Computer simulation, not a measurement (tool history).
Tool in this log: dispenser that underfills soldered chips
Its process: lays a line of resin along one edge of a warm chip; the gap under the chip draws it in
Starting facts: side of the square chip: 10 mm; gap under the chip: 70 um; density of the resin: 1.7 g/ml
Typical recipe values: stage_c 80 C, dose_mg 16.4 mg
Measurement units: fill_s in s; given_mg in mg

Run 1, hour 0: usual settings. Result: fill_s 122.2 s, given_mg 16.1 mg.
Run 2, hour 4: usual settings but stage_c 71 C. Result: fill_s 185.4 s, given_mg 15.88 mg.
Run 3, hour 7.7: usual settings but stage_c 71 C. Result: fill_s 212.7 s, given_mg 15.78 mg.
At hour 8.3: new syringe of resin.
Run 4, hour 12.9: usual settings but stage_c 78 C. Result: fill_s 109 s, given_mg 15.94 mg.
Run 5, hour 16: usual settings. Result: fill_s 114.5 s, given_mg 15.86 mg.
Run 6, hour 21.4: usual settings. Result: fill_s 139.5 s, given_mg 15.89 mg.
Run 7, hour 24.1: usual settings but dose_mg 21.2 mg. Result: fill_s 144.8 s, given_mg 20.46 mg.
At hour 25.6: new syringe of resin.
Run 8, hour 30: usual settings but dose_mg 21.2 mg. Result: fill_s 98.5 s, given_mg 20.37 mg.
Run 9, hour 33.2: usual settings but dose_mg 14 mg. Result: fill_s 121.3 s, given_mg 13.37 mg.
Run 10, hour 36.6: usual settings but dose_mg 14 mg. Result: fill_s 138.2 s, given_mg 13.56 mg.
Run 11, hour 39.1: usual settings but dose_mg 14 mg. Result: fill_s 149.6 s, given_mg 13.39 mg.
At hour 42.8: new syringe of resin.
Run 12, hour 42.8: usual settings but dose_mg 14.3 mg. Result: fill_s 93.7 s, given_mg 13.67 mg.
At hour 44.3: dispensing valve cleaned and set on the balance.
Run 13, hour 47.5: usual settings but dose_mg 14.3 mg. Result: fill_s 104.1 s, given_mg 14.24 mg.
Run 14, hour 52.9: usual settings but dose_mg 15.5 mg. Result: fill_s 121.1 s, given_mg 15.39 mg.
Run 15, hour 56.4: usual settings but stage_c 68 C. Result: fill_s 199.1 s, given_mg 16.23 mg.
At hour 61.2: new syringe of resin.
Run 16, hour 61.9: usual settings but stage_c 87 C. Result: fill_s 73.3 s, given_mg 16.24 mg.
Run 17, hour 65.5: usual settings. Result: fill_s 102.3 s, given_mg 16.3 mg.
Run 18, hour 69.9: usual settings. Result: fill_s 119.9 s, given_mg 16.18 mg.
Run 19, hour 72.5: usual settings. Result: fill_s 132.4 s, given_mg 16.2 mg.
Run 20, hour 76.4: usual settings. Result: fill_s 151.1 s, given_mg 16.37 mg.
At hour 78.7: new syringe of resin.
Run 21, hour 79.7: usual settings. Result: fill_s 90.3 s, given_mg 16.1 mg.
Run 22, hour 84.6: usual settings but stage_c 88 C, dose_mg 18.7 mg. Result: fill_s 83 s, given_mg 18.35 mg.
Run 23, hour 88.7: usual settings but stage_c 88 C, dose_mg 18.7 mg. Result: fill_s 95.6 s, given_mg 18.32 mg.
Run 24, hour 93.5: usual settings but stage_c 88 C, dose_mg 18.7 mg. Result: fill_s 110.9 s, given_mg 18.31 mg.
At hour 95.9: new syringe of resin.
Run 25, hour 96.4: usual settings but stage_c 81 C, dose_mg 19.4 mg. Result: fill_s 85.3 s, given_mg 19.1 mg.
Run 26, hour 99.7: usual settings but stage_c 88 C, dose_mg 17.6 mg. Result: fill_s 79.5 s, given_mg 17.14 mg.
Run 27, hour 104.7: usual settings but stage_c 88 C, dose_mg 17.6 mg. Result: fill_s 94.5 s, given_mg 17.16 mg.
Run 28, hour 107.1: usual settings but stage_c 72 C, dose_mg 16.1 mg. Result: fill_s 168.6 s, given_mg 15.72 mg.
Run 29, hour 111.6: usual settings but stage_c 74 C, dose_mg 16.3 mg. Result: fill_s 186.4 s, given_mg 15.81 mg.
At hour 113.3: new syringe of resin.
Run 30, hour 115.5: usual settings but stage_c 74 C, dose_mg 16.3 mg. Result: fill_s 112.9 s, given_mg 15.95 mg.
Run 31, hour 120.4: usual settings but stage_c 74 C, dose_mg 18.6 mg. Result: fill_s 130.2 s, given_mg 18.05 mg.
Run 32, hour 124.1: usual settings but dose_mg 15.3 mg. Result: fill_s 126.9 s, given_mg 14.77 mg.
Run 33, hour 126.9: usual settings but dose_mg 15.3 mg. Result: fill_s 144.3 s, given_mg 14.87 mg.
At hour 130.8: new syringe of resin.
Run 34, hour 132.4: usual settings but dose_mg 18 mg. Result: fill_s 93.1 s, given_mg 17.3 mg.
Run 35, hour 135.7: usual settings but stage_c 67 C, dose_mg 21.2 mg. Result: fill_s 153.5 s, given_mg 20.31 mg.
Run 36, hour 138.1: usual settings but stage_c 67 C, dose_mg 21.2 mg. Result: fill_s 160.8 s, given_mg 20.46 mg.

Predict each of these 5 candidate next runs independently; none follows another, all start after run 36:
Run A, hour 142.5: usual settings but stage_c 74 C, dose_mg 20.6 mg. Result: fill_s ?, given_mg ?.
Run B, hour 142.5: usual settings but stage_c 92 C, dose_mg 15.6 mg. Result: fill_s ?, given_mg ?.
Run C, hour 142.5: usual settings but stage_c 71 C, dose_mg 15.2 mg. Result: fill_s ?, given_mg ?.
Run D, hour 142.5: usual settings but stage_c 85 C, dose_mg 21.2 mg. Result: fill_s ?, given_mg ?.
Run E, hour 142.5: usual settings but stage_c 90 C, dose_mg 15.5 mg. Result: fill_s ?, given_mg ?.

run  fill_s  given_mg
  A   155.1     19.91
  B    93.9     15.03
  C   179.6      14.7
  D   108.8     20.38
  E    98.7     14.89
Without the tool's unlogged condition, the same runs would have read:
run  fill_s  given_mg
  A   103.7     20.71
  B    62.2     15.64
  C   118.9      15.3
  D    72.9      21.2
  E    65.3     15.49

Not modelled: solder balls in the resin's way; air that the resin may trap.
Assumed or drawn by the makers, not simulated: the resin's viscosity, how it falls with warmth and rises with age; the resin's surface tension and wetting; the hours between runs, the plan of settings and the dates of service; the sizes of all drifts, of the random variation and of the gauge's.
